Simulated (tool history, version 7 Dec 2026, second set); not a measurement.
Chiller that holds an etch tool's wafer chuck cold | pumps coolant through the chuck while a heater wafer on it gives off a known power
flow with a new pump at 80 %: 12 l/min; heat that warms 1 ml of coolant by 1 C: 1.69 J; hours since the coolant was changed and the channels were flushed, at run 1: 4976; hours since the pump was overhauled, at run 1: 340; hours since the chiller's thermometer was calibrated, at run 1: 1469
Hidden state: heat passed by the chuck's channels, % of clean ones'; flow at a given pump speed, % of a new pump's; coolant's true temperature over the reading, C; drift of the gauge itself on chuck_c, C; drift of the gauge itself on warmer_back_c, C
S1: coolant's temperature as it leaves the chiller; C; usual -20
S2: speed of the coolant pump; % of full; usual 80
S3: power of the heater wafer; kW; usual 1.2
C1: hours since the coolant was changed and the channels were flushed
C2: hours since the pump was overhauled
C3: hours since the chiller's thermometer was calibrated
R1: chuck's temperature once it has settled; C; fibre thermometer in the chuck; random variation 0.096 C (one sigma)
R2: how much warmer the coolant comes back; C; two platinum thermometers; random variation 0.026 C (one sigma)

| run | hour | S1 | S2 | S3 | C1 | C2 | C3 | R1 | R2 |
|---|---|---|---|---|---|---|---|---|---|
| 1 | 0 | -20 | 80 | 1.2 | 4976 | 340 | 1469 | -10.14 | 3.53 |
| 2 | 28.1 | -20 | 80 | 1.2 | 5004 | 368 | 1497 | -9.84 | 3.56 |
| 3 | 54.7 | -20 | 80 | 1.2 | 5030 | 394 | 1524 | -10.1 | 3.57 |
| 4 | 88.9 | -20 | 80 | 1.2 | 5065 | 429 | 1558 | -9.98 | 3.53 |
| 5 | 129.5 | -20 | 74 | 1.2 | 5105 | 469 | 1598 | -9.46 | 3.85 |
| 6 | 151.1 | -20 | 74 | 1.2 | 5127 | 491 | 1620 | -9.45 | 3.8 |
| 7 | 189.6 | -20 | 74 | 1.2 | 5165 | 529 | 1659 | -9.43 | 3.86 |
| 8 | 220.3 | -20 | 74 | 1.2 | 5196 | 560 | 1689 | -9.55 | 3.82 |
| 9 | 259.7 | -20 | 74 | 1.2 | 5235 | 599 | 1729 | -9.56 | 3.85 |
| 10 | 290.4 | -26 | 80 | 1.2 | 5266 | 630 | 1759 | -16.15 | 3.54 |
| 11 | 326.6 | -26 | 62 | 0.628 | 5302 | 666 | 1796 | -19.64 | 2.37 |
| 12 | 366.2 | -26 | 62 | 0.628 | 5342 | 706 | 1835 | -19.73 | 2.39 |
| 13 | 398.5 | -18 | 69 | 1.459 | 5374 | 738 | 1868 | -4.55 | 5 |
| 14 | 425.2 | -18 | 69 | 1.459 | 5401 | 765 | 1894 | -4.58 | 4.99 |
| 15 | 467.2 | -21 | 63 | 1.092 | 5443 | 807 | 1936 | -10.26 | 4.12 |
| 16 | 496.9 | -21 | 63 | 1.092 | 5473 | 837 | 1966 | -10.06 | 4.11 |
| 17 | 534.7 | -25 | 78 | 1.45 | 5510 | 874 | 2004 | -12.44 | 4.44 |

4 ways to go on from here, each from the tool as it stands after run 17. What would each give?
| A | 574.2 | -17 | 80 | 0.848 | 5550 | 914 | 2043 | ? | ? |
| B | 574.2 | -19 | 80 | 1.411 | 5550 | 914 | 2043 | ? | ? |
| C | 574.2 | -28 | 80 | 1.2 | 5550 | 914 | 2043 | ? | ? |
| D | 574.2 | -10 | 72 | 1.212 | 5550 | 914 | 2043 | ? | ? |

| run | R1 | R2 |
|---|---|---|
| A | -9.91 | 2.53 |
| B | -7.12 | 4.17 |
| C | -18.03 | 3.56 |
| D | 1 | 3.95 |
Without the tool's hidden state the same runs would have given:
| run | R1 | R2 |
|---|---|---|
| A | -9.92 | 2.53 |
| B | -7.14 | 4.17 |
| C | -18.05 | 3.56 |
| D | 0.98 | 3.95 |
